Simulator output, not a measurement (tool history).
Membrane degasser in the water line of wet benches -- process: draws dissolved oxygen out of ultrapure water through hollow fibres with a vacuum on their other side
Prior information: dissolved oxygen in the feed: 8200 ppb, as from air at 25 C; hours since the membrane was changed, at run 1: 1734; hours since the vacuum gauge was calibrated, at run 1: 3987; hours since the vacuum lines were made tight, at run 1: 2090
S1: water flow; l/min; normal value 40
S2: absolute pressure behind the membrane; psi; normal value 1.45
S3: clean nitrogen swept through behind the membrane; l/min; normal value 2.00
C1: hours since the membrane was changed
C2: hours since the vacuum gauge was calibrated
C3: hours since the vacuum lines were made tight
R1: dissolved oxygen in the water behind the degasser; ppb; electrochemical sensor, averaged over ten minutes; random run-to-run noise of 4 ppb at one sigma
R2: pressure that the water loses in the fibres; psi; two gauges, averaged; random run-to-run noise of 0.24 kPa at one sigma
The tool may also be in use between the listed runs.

{"run": 1, "hour": 0.0, "S1": 40, "S2": 1.45, "S3": 2.0, "C1": 1734, "C2": 3987, "C3": 2090, "R1": 398.1, "R2": 8.897}
{"run": 2, "hour": 167.5, "S1": 40, "S2": 1.45, "S3": 2.0, "C1": 1901, "C2": 4154, "C3": 2258, "R1": 399.9, "R2": 8.897}
{"run": 3, "hour": 288.6, "S1": 40, "S2": 1.45, "S3": 2.0, "C1": 2022, "C2": 4276, "C3": 2379, "R1": 396.1, "R2": 8.876}
{"run": 4, "hour": 528.2, "S1": 40, "S2": 1.45, "S3": 2.0, "C1": 2262, "C2": 4515, "C3": 2618, "R1": 400.8, "R2": 8.955}
{"run": 5, "hour": 630.5, "S1": 40, "S2": 1.45, "S3": 2.0, "C1": 2364, "C2": 4617, "C3": 2721, "R1": 400.0, "R2": 8.924}
{"run": 6, "hour": 799.2, "S1": 32, "S2": 1.45, "S3": 2.0, "C1": 2533, "C2": 4786, "C3": 2889, "R1": 307.8, "R2": 7.153}
{"run": 7, "hour": 901.9, "S1": 32, "S2": 1.45, "S3": 0.91, "C1": 2636, "C2": 4889, "C3": 2992, "R1": 530.7, "R2": 7.168}
{"run": 8, "hour": 1068.2, "S1": 32, "S2": 1.45, "S3": 0.91, "C1": 2802, "C2": 5055, "C3": 3158, "R1": 528.9, "R2": 7.195}
{"run": 9, "hour": 1271.6, "S1": 32, "S2": 1.45, "S3": 0.91, "C1": 3005, "C2": 5258, "C3": 3362, "R1": 526.2, "R2": 7.19}
{"run": 10, "hour": 1380.0, "S1": 32, "S2": 1.45, "S3": 0.91, "C1": 3114, "C2": 5367, "C3": 3470, "R1": 534.8, "R2": 7.185}
{"run": 11, "hour": 1604.0, "S1": 32, "S2": 1.45, "S3": 0.91, "C1": 3338, "C2": 5591, "C3": 3694, "R1": 527.9, "R2": 7.171}
{"run": 12, "hour": 1832.8, "S1": 32, "S2": 1.45, "S3": 0.91, "C1": 3567, "C2": 5820, "C3": 3923, "R1": 531.1, "R2": 7.123}
{"run": 13, "hour": 1991.1, "S1": 32, "S2": 1.45, "S3": 0.91, "C1": 3725, "C2": 5978, "C3": 4081, "R1": 513.4, "R2": 7.272}
{"run": 14, "hour": 2160.8, "S1": 32, "S2": 1.45, "S3": 0.91, "C1": 3895, "C2": 6148, "C3": 4251, "R1": 527.7, "R2": 7.236}
{"run": 15, "hour": 2332.1, "S1": 37, "S2": 1.45, "S3": 2.0, "C1": 4066, "C2": 6319, "C3": 4422, "R1": 356.7, "R2": 8.309}
{"run": 16, "hour": 2501.0, "S1": 40, "S2": 1.15, "S3": 2.0, "C1": 4235, "C2": 6488, "C3": 4591, "R1": 308.2, "R2": 9.113}
{"run": 17, "hour": 2634.7, "S1": 40, "S2": 1.45, "S3": 1.63, "C1": 4369, "C2": 6622, "C3": 4725, "R1": 457.8, "R2": 9.011}
{"hour": 2680.3, "done": "seals of the vacuum lines changed"}
{"run": 18, "hour": 2869.8, "S1": 40, "S2": 1.73, "S3": 4.07, "C1": 4602, "C2": 6855, "C3": 189, "R1": 302.5, "R2": 8.966}
{"run": 19, "hour": 2989.5, "S1": 48, "S2": 1.45, "S3": 2.0, "C1": 4721, "C2": 6974, "C3": 309, "R1": 501.3, "R2": 10.924}
{"run": 20, "hour": 3154.6, "S1": 54, "S2": 1.54, "S3": 2.0, "C1": 4887, "C2": 7140, "C3": 474, "R1": 593.7, "R2": 12.161}
{"run": 21, "hour": 3331.7, "S1": 26, "S2": 3.31, "S3": 2.69, "C1": 5064, "C2": 7317, "C3": 651, "R1": 463.4, "R2": 5.874}
{"run": 22, "hour": 3521.4, "S1": 40, "S2": 2.07, "S3": 2.0, "C1": 5253, "C2": 7506, "C3": 841, "R1": 575.2, "R2": 8.987}
{"hour": 3681.3, "done": "vacuum gauge calibrated"}
{"run": 23, "hour": 3747.2, "S1": 43, "S2": 1.45, "S3": 4.4, "C1": 5479, "C2": 66, "C3": 1066, "R1": 279.7, "R2": 9.783}
{"run": 24, "hour": 3870.4, "S1": 43, "S2": 1.45, "S3": 4.4, "C1": 5602, "C2": 189, "C3": 1190, "R1": 279.6, "R2": 9.699}
{"run": 25, "hour": 4032.8, "S1": 40, "S2": 1.45, "S3": 1.48, "C1": 5764, "C2": 351, "C3": 1352, "R1": 485.1, "R2": 9.046}
{"run": 26, "hour": 4149.8, "S1": 49, "S2": 1.46, "S3": 3.47, "C1": 5881, "C2": 468, "C3": 1469, "R1": 381.9, "R2": 11.248}
{"run": 27, "hour": 4247.3, "S1": 49, "S2": 1.46, "S3": 3.47, "C1": 5979, "C2": 566, "C3": 1566, "R1": 378.3, "R2": 11.114}
{"run": 28, "hour": 4481.2, "S1": 53, "S2": 1.07, "S3": 3.25, "C1": 6213, "C2": 800, "C3": 1800, "R1": 338.5, "R2": 12.07}
{"hour": 4522.1, "done": "gauge calibrated"}
{"run": 29, "hour": 4696.3, "S1": 53, "S2": 1.07, "S3": 3.25, "C1": 6428, "C2": 1015, "C3": 2016, "R1": 344.7, "R2": 11.812}
{"run": 30, "hour": 4801.8, "S1": 29, "S2": 1.07, "S3": 3.02, "C1": 6533, "C2": 1120, "C3": 2121, "R1": 147.1, "R2": 6.489}
{"run": 31, "hour": 4914.8, "S1": 39, "S2": 1.25, "S3": 4.9, "C1": 6646, "C2": 1233, "C3": 2234, "R1": 208.2, "R2": 8.676}
{"run": 32, "hour": 5091.1, "S1": 24, "S2": 1.25, "S3": 4.9, "C1": 6823, "C2": 1410, "C3": 2410, "R1": 94.6, "R2": 5.355}

How would selected steps in R2 from run to run divide? Give the signed amount a tool lacking its hidden state would still show from settings, what came in and random variation, and the signed amount left for the hidden state, including any gauge scatter that is not in both of the compared results.
Unlogged tool condition in this case: membrane still open, %; true pressure behind the membrane over the reading, kPa; air that leaks in behind the membrane, l/min; drift of the gauge itself on oxygen_ppb, %; drift of the gauge itself on loss_of_pressure_kpa, %.
Run 20 -> 21: S1 54 -> 26, S2 1.54 -> 3.31, S3 2.00 -> 2.69. R2 -6.287 psi: hidden state -0.100, all else -6.187.
Run 21 -> 22: S1 26 -> 40, S2 3.31 -> 2.07, S3 2.69 -> 2.00. R2 +3.113 psi: hidden state +0.065, all else +3.047.
Run 28 -> 29: gauge calibrated. R2 -0.258 psi: hidden state -0.263, all else +0.004.
Run 29 -> 30: S1 53 -> 29, S3 3.25 -> 3.02. R2 -5.323 psi: hidden state -0.006, all else -5.317.
Run 31 -> 32: S1 39 -> 24. R2 -3.321 psi: hidden state -0.004, all else -3.317.
